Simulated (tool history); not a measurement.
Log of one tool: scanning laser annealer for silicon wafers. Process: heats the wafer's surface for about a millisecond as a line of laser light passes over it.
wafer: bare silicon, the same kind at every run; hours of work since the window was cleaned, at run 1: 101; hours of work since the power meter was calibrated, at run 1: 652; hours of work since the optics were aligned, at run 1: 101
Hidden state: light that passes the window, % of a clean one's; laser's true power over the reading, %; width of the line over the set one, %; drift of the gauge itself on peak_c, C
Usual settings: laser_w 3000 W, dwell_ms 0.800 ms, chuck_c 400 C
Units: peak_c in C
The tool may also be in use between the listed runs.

run   hour  laser_w  dwell_ms  chuck_c  hours of work since the window was cleaned  hours of work since the power meter was calibrated  hours of work since the optics were aligned  peak_c
  1    0.0     3000     0.800      400                                         101                                                 652                                          101    1143
  2   19.7     3000     0.800      400                                         115                                                 667                                          115    1143
  3   49.3     3000     0.800      376                                         136                                                 688                                          136    1119
  4   81.1     3000     0.800      432                                         159                                                 711                                          159    1172
  5  102.1     3000     0.800      400                                         174                                                 726                                          174    1145
  6  120.8     3000     0.800      400                                         188                                                 740                                          188    1143
  7  145.0     3000     0.800      400                                         205                                                 757                                          205    1143
  8  166.9     3000     0.800      400                                         221                                                 773                                          221    1144
  9  191.1     3000     0.800      435                                         239                                                 791                                          239    1178
 10  222.1     2721     0.626      438                                         261                                                 813                                          261    1049
 11  249.9     2703     0.694      370                                         281                                                 833                                          281    1003
 12  280.6     2703     0.694      370                                         304                                                 855                                          304    1005
 13  308.2     2703     0.694      370                                         323                                                 875                                          323    1005
     333.1  -- window over the wafer cleaned
 14  339.4     2703     0.694      370                                           5                                                 896                                          345    1005
 15  360.6     2972     0.819      416                                          20                                                 912                                          360    1161

The next listed run, before its measurement:
 16  392.1     2991     0.671      368                                          43                                                 935                                          383       ?

{"run 16": {"peak_c": 1056}}
Without the tool's hidden state the same run would have given peak_c 1057 C.
